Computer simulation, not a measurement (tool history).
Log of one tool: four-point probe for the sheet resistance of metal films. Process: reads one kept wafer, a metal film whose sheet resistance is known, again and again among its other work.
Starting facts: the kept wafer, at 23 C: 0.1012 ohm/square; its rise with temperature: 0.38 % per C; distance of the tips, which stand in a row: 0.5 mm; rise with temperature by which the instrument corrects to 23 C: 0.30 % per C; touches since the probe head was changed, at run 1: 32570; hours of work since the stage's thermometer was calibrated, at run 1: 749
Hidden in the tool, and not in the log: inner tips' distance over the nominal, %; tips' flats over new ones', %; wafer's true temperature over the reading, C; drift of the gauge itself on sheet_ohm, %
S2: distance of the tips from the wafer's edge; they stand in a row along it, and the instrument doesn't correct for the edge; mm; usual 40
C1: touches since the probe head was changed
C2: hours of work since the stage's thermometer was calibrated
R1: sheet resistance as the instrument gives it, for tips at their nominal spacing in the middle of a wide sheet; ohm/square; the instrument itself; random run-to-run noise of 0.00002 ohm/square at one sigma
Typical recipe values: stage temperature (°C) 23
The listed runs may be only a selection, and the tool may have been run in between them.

Run 1, day 0: usual settings; C1 32570; C2 749. Result: R1 0.101163 ohm/square.
Run 2, day 0.904: usual settings; C1 33972; C2 766. Result: R1 0.101173 ohm/square.
Run 3, day 1.65: usual settings; C1 35125; C2 780. Result: R1 0.101236 ohm/square.
Run 4, day 2.083: usual settings but S2 68 mm; C1 35796; C2 788. Result: R1 0.101209 ohm/square.
Run 5, day 2.983: usual settings but S2 68 mm; C1 37189; C2 805. Result: R1 0.101183 ohm/square.
Run 6, day 3.425: usual settings but S2 68 mm; C1 37871; C2 813. Result: R1 0.101209 ohm/square.
Run 7, day 4.254: usual settings but S2 68 mm; C1 39154; C2 828. Result: R1 0.101242 ohm/square.
Run 8, day 5.067: usual settings but S2 68 mm; C1 40414; C2 844. Result: R1 0.101242 ohm/square.
Run 9, day 5.542: usual settings but S2 4 mm; C1 41148; C2 853. Result: R1 0.10208 ohm/square.
Run 10, day 5.988: usual settings but S2 4 mm; C1 41841; C2 861. Result: R1 0.102098 ohm/square.
Run 11, day 6.392: usual settings but S2 4 mm; C1 42464; C2 869. Result: R1 0.102127 ohm/square.
Run 12, day 6.862: usual settings but S2 4 mm; C1 43191; C2 877. Result: R1 0.102085 ohm/square.
Run 13, day 7.325: usual settings but S2 4 mm; C1 43907; C2 886. Result: R1 0.102121 ohm/square.
Run 14, day 8.017: usual settings; C1 44982; C2 899. Result: R1 0.101256 ohm/square.
Run 15, day 8.675: usual settings; C1 45997; C2 912. Result: R1 0.101282 ohm/square.
Run 16, day 9.296: usual settings but S2 31 mm; C1 46959; C2 923. Result: R1 0.101313 ohm/square.
Run 17, day 9.721: usual settings but stage temperature (°C) 21; C1 47620; C2 931. Result: R1 0.10116 ohm/square.
Run 18, day 10.467: usual settings but stage temperature (°C) 21, S2 41 mm; C1 48776; C2 945. Result: R1 0.101183 ohm/square.
Run 19, day 11.108: usual settings but stage temperature (°C) 32, S2 8 mm; C1 49767; C2 957. Result: R1 0.102243 ohm/square.
Run 20, day 11.829: usual settings but stage temperature (°C) 21, S2 22 mm; C1 50884; C2 971. Result: R1 0.101196 ohm/square.
Run 21, day 12.467: usual settings but stage temperature (°C) 21, S2 22 mm; C1 51872; C2 983. Result: R1 0.101203 ohm/square.
Run 22, day 13.158: usual settings but stage temperature (°C) 18, S2 23 mm; C1 52938; C2 996. Result: R1 0.10094 ohm/square.
Run 23, day 13.788: usual settings but stage temperature (°C) 20, S2 11 mm; C1 53914; C2 1008. Result: R1 0.101206 ohm/square.
Run 24, day 14.529: usual settings but stage temperature (°C) 22, S2 8 mm; C1 55063; C2 1022. Result: R1 0.101463 ohm/square.
Run 25, day 15.246: usual settings but S2 12 mm; C1 56174; C2 1035. Result: R1 0.101418 ohm/square.
Run 26, day 16.083: usual settings but stage temperature (°C) 27, S2 4 mm; C1 57468; C2 1051. Result: R1 0.102538 ohm/square.
Run 27, day 16.562: usual settings but S2 45 mm; C1 58214; C2 1060. Result: R1 0.101379 ohm/square.
Run 28, day 17.092: usual settings but S2 16 mm; C1 59031; C2 1070. Result: R1 0.101403 ohm/square.
Run 29, day 17.538: usual settings but stage temperature (°C) 28, S2 19 mm; C1 59719; C2 1078. Result: R1 0.10181 ohm/square.
Run 30, day 18.142: usual settings but stage temperature (°C) 28, S2 19 mm; C1 60653; C2 1090. Result: R1 0.10185 ohm/square.
Run 31, day 19.029: usual settings but stage temperature (°C) 29, S2 53 mm; C1 62031; C2 1106. Result: R1 0.101889 ohm/square.
Run 32, day 19.546: usual settings but stage temperature (°C) 33, S2 21 mm; C1 62827; C2 1116. Result: R1 0.102204 ohm/square.
Run 33, day 20.258: usual settings but stage temperature (°C) 31, S2 13 mm; C1 63935; C2 1129. Result: R1 0.102122 ohm/square.
Run 34, day 21.025: usual settings but S2 5 mm; C1 65118; C2 1144. Result: R1 0.102 ohm/square.

3 options for the next run, each taken on its own from the tool as it stands now. Forecast them:
Run A, day 21.542: usual settings but stage temperature (°C) 29, S2 5 mm; C1 65921; C2 1153. Result: R1 ?.
Run B, day 21.542: usual settings but stage temperature (°C) 32, S2 4 mm; C1 65921; C2 1153. Result: R1 ?.
Run C, day 21.542: usual settings but stage temperature (°C) 20, S2 18 mm; C1 65921; C2 1153. Result: R1 ?.

run        R1
  A  0.102468
  B  0.103024
  C  0.101279
Without the tool's unlogged condition, the same runs would have read:
run        R1
  A   0.10222
  B  0.102774
  C  0.101038

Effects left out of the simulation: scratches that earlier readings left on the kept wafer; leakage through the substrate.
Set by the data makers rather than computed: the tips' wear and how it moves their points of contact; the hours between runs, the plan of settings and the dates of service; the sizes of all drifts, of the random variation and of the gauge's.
